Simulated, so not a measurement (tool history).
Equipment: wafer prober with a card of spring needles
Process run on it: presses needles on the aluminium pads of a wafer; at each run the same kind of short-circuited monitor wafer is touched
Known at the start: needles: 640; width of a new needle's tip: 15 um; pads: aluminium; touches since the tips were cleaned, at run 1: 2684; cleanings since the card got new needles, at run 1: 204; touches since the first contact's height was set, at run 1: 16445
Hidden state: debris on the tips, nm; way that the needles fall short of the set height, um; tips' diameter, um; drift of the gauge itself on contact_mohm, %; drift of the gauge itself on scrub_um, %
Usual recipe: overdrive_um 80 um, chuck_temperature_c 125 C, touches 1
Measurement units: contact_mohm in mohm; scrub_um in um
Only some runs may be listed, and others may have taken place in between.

run	hour	overdrive_um	chuck_temperature_c	touches	touches since the tips were cleaned	cleanings since the card got new needles	touches since the first contact's height was set	contact_mohm	scrub_um
1	0.0	80	125	1	2684	204	16445	282	17.47
# hour 1.4: tips cleaned on abrasive film
# hour 7.9: tips cleaned on abrasive film
# hour 14.5: tips cleaned on abrasive film
# hour 21.1: tips cleaned on abrasive film
# hour 26.3: tips cleaned on abrasive film
# hour 32.9: tips cleaned on abrasive film
# hour 39.4: tips cleaned on abrasive film
2	41.4	80	125	1	1204	211	41935	280	17.32
# hour 45.3: tips cleaned on abrasive film
# hour 51.9: tips cleaned on abrasive film
# hour 58.5: tips cleaned on abrasive film
# hour 65.0: tips cleaned on abrasive film
# hour 70.3: tips cleaned on abrasive film
# hour 76.8: tips cleaned on abrasive film
3	79.8	80	86	1	1857	217	65650	276	17.24
# hour 82.5: tips cleaned on abrasive film
# hour 89.0: tips cleaned on abrasive film
# hour 95.6: tips cleaned on abrasive film
# hour 100.9: tips cleaned on abrasive film
# hour 112.9: card fitted with new needles
# hour 119.4: tips cleaned on abrasive film
# hour 126.0: tips cleaned on abrasive film
# hour 132.5: tips cleaned on abrasive film
# hour 139.1: tips cleaned on abrasive film
# hour 145.6: tips cleaned on abrasive film
# hour 152.2: tips cleaned on abrasive film
# hour 158.8: tips cleaned on abrasive film
# hour 165.3: tips cleaned on abrasive film
# hour 171.9: tips cleaned on abrasive film
4	173.4	80	86	1	932	9	37360	261	17.38
# hour 177.3: tips cleaned on abrasive film
# hour 183.9: tips cleaned on abrasive film
# hour 190.4: tips cleaned on abrasive film
# hour 197.0: tips cleaned on abrasive film
# hour 203.6: tips cleaned on abrasive film
# hour 210.1: tips cleaned on abrasive film
# hour 216.7: tips cleaned on abrasive film
# hour 223.2: tips cleaned on abrasive film
# hour 229.8: tips cleaned on abrasive film
# hour 236.4: tips cleaned on abrasive film
# hour 242.9: tips cleaned on abrasive film
5	247.4	63	125	1	2845	20	83109	289	13.52
# hour 248.8: tips cleaned on abrasive film
# hour 255.4: tips cleaned on abrasive film
# hour 262.0: tips cleaned on abrasive film
# hour 268.5: tips cleaned on abrasive film
# hour 275.1: tips cleaned on abrasive film
# hour 281.6: tips cleaned on abrasive film
# hour 288.2: tips cleaned on abrasive film
# hour 294.7: tips cleaned on abrasive film
# hour 301.3: tips cleaned on abrasive film
# hour 307.9: tips cleaned on abrasive film
# hour 314.4: tips cleaned on abrasive film
# hour 321.0: tips cleaned on abrasive film
# hour 327.5: tips cleaned on abrasive film
6	329.2	94	125	1	1040	33	133532	268	20.04
# hour 333.2: tips cleaned on abrasive film
# hour 338.4: tips cleaned on abrasive film
# hour 345.0: tips cleaned on abrasive film
# hour 351.5: tips cleaned on abrasive film
# hour 358.1: tips cleaned on abrasive film
# hour 364.7: tips cleaned on abrasive film
7	366.8	80	125	1	1340	39	156728	273	16.92
# hour 369.7: height of the first contact set anew
# hour 371.1: tips cleaned on abrasive film
# hour 377.6: tips cleaned on abrasive film
# hour 384.2: tips cleaned on abrasive film
# hour 390.7: tips cleaned on abrasive film
# hour 397.3: tips cleaned on abrasive film
# hour 402.6: tips cleaned on abrasive film
# hour 408.7: tips cleaned on abrasive film
8	408.7	80	125	1	0	46	24008	262	17.38
# hour 415.2: tips cleaned on abrasive film
# hour 417.9: tips cleaned on abrasive film, once more
# hour 424.5: tips cleaned on abrasive film
# hour 429.7: tips cleaned on abrasive film
# hour 436.3: tips cleaned on abrasive film
# hour 442.9: tips cleaned on abrasive film
# hour 449.4: tips cleaned on abrasive film
9	451.2	80	125	1	1149	53	50252	270	17.31
# hour 455.2: tips cleaned on abrasive film
# hour 460.5: tips cleaned on abrasive film
# hour 467.0: tips cleaned on abrasive film
# hour 472.3: tips cleaned on abrasive film
# hour 478.9: tips cleaned on abrasive film
# hour 485.4: tips cleaned on abrasive film
# hour 492.0: tips cleaned on abrasive film
# hour 498.5: tips cleaned on abrasive film
# hour 505.1: tips cleaned on abrasive film
# hour 511.7: tips cleaned on abrasive film
# hour 516.9: tips cleaned on abrasive film
# hour 523.5: tips cleaned on abrasive film
# hour 530.0: tips cleaned on abrasive film
# hour 535.8: tips cleaned on abrasive film
10	535.8	83	38	1	0	67	102364	241	17.80
# hour 542.3: tips cleaned on abrasive film
# hour 548.9: tips cleaned on abrasive film
# hour 554.2: tips cleaned on abrasive film
# hour 560.7: tips cleaned on abrasive film
# hour 567.3: tips cleaned on abrasive film
# hour 573.8: tips cleaned on abrasive film
# hour 580.4: tips cleaned on abrasive film
# hour 586.3: tips cleaned on abrasive film
11	586.3	75	125	1	0	75	133543	265	15.82
# hour 592.9: tips cleaned on abrasive film
# hour 599.4: tips cleaned on abrasive film
# hour 604.7: tips cleaned on abrasive film
# hour 611.3: tips cleaned on abrasive film
# hour 617.8: tips cleaned on abrasive film
# hour 624.4: tips cleaned on abrasive film
# hour 627.3: height of the first contact set anew
# hour 631.2: tips cleaned on abrasive film
# hour 637.8: tips cleaned on abrasive film
# hour 644.3: tips cleaned on abrasive film
# hour 649.6: tips cleaned on abrasive film
# hour 656.2: tips cleaned on abrasive film
# hour 662.7: tips cleaned on abrasive film
# hour 668.0: tips cleaned on abrasive film
# hour 674.3: tips cleaned on abrasive film
12	674.3	75	125	1	0	89	28986	264	16.30
# hour 679.6: tips cleaned on abrasive film
# hour 686.1: tips cleaned on abrasive film
# hour 692.7: tips cleaned on abrasive film
# hour 699.2: tips cleaned on abrasive film
# hour 705.8: tips cleaned on abrasive film
# hour 712.4: tips cleaned on abrasive film
# hour 718.9: tips cleaned on abrasive film
# hour 725.5: tips cleaned on abrasive film
13	730.1	78	125	1	2933	97	63491	280	16.86
# hour 731.5: tips cleaned on abrasive film
# hour 738.1: tips cleaned on abrasive film
# hour 744.7: tips cleaned on abrasive film
# hour 749.9: tips cleaned on abrasive film
# hour 756.5: tips cleaned on abrasive film
# hour 763.0: tips cleaned on abrasive film
# hour 769.6: tips cleaned on abrasive film
# hour 774.9: tips cleaned on abrasive film
# hour 781.4: tips cleaned on abrasive film
# hour 788.0: tips cleaned on abrasive film
# hour 794.5: tips cleaned on abrasive film
14	796.6	65	71	1	1272	108	104430	271	13.75
# hour 800.5: tips cleaned on abrasive film
# hour 807.1: tips cleaned on abrasive film
# hour 813.6: tips cleaned on abrasive film
# hour 820.2: tips cleaned on abrasive film
# hour 826.8: tips cleaned on abrasive film
# hour 832.0: tips cleaned on abrasive film
# hour 838.6: tips cleaned on abrasive film
# hour 845.1: tips cleaned on abrasive film
# hour 851.7: tips cleaned on abrasive film
# hour 858.3: tips cleaned on abrasive film
# hour 864.8: tips cleaned on abrasive film
# hour 871.4: tips cleaned on abrasive film
# hour 877.9: tips cleaned on abrasive film
# hour 884.5: tips cleaned on abrasive film
# hour 884.8: height of the first contact set anew
15	885.5	85	28	2	440	122	440	241	18.62
# hour 890.7: tips cleaned on abrasive film
# hour 897.3: tips cleaned on abrasive film
# hour 903.9: tips cleaned on abrasive film
# hour 910.4: tips cleaned on abrasive film
# hour 917.0: tips cleaned on abrasive film
# hour 923.5: tips cleaned on abrasive film
# hour 930.1: tips cleaned on abrasive film
# hour 936.7: tips cleaned on abrasive film
# hour 943.2: tips cleaned on abrasive film
# hour 949.3: tips cleaned on abrasive film
16	949.3	85	28	2	0	132	39810	239	18.45

Each row is a separate what-if for the run after 16, all from the same tool condition, not one after another. Results?
# hour 954.6: tips cleaned on abrasive film
# hour 961.1: tips cleaned on abrasive film
# hour 967.7: tips cleaned on abrasive film
# hour 974.2: tips cleaned on abrasive film
# hour 980.8: tips cleaned on abrasive film
# hour 987.3: tips cleaned on abrasive film
A	987.9	97	28	2	375	138	63661	?	?
# hour 954.6: tips cleaned on abrasive film
# hour 961.1: tips cleaned on abrasive film
# hour 967.7: tips cleaned on abrasive film
# hour 974.2: tips cleaned on abrasive film
# hour 980.8: tips cleaned on abrasive film
# hour 987.3: tips cleaned on abrasive film
B	987.9	86	30	2	375	138	63661	?	?
# hour 954.6: tips cleaned on abrasive film
# hour 961.1: tips cleaned on abrasive film
# hour 967.7: tips cleaned on abrasive film
# hour 974.2: tips cleaned on abrasive film
# hour 980.8: tips cleaned on abrasive film
# hour 987.3: tips cleaned on abrasive film
C	987.9	60	48	2	375	138	63661	?	?
# hour 954.6: tips cleaned on abrasive film
# hour 961.1: tips cleaned on abrasive film
# hour 967.7: tips cleaned on abrasive film
# hour 974.2: tips cleaned on abrasive film
# hour 980.8: tips cleaned on abrasive film
# hour 987.3: tips cleaned on abrasive film
D	987.9	80	60	1	375	138	63661	?	?

run	contact_mohm	scrub_um
A	241	20.97
B	243	18.56
C	252	12.90
D	253	17.21
What these runs would have given with no unlogged condition in the tool:
run	contact_mohm	scrub_um
A	237	21.24
B	238	18.83
C	243	13.17
D	245	17.48
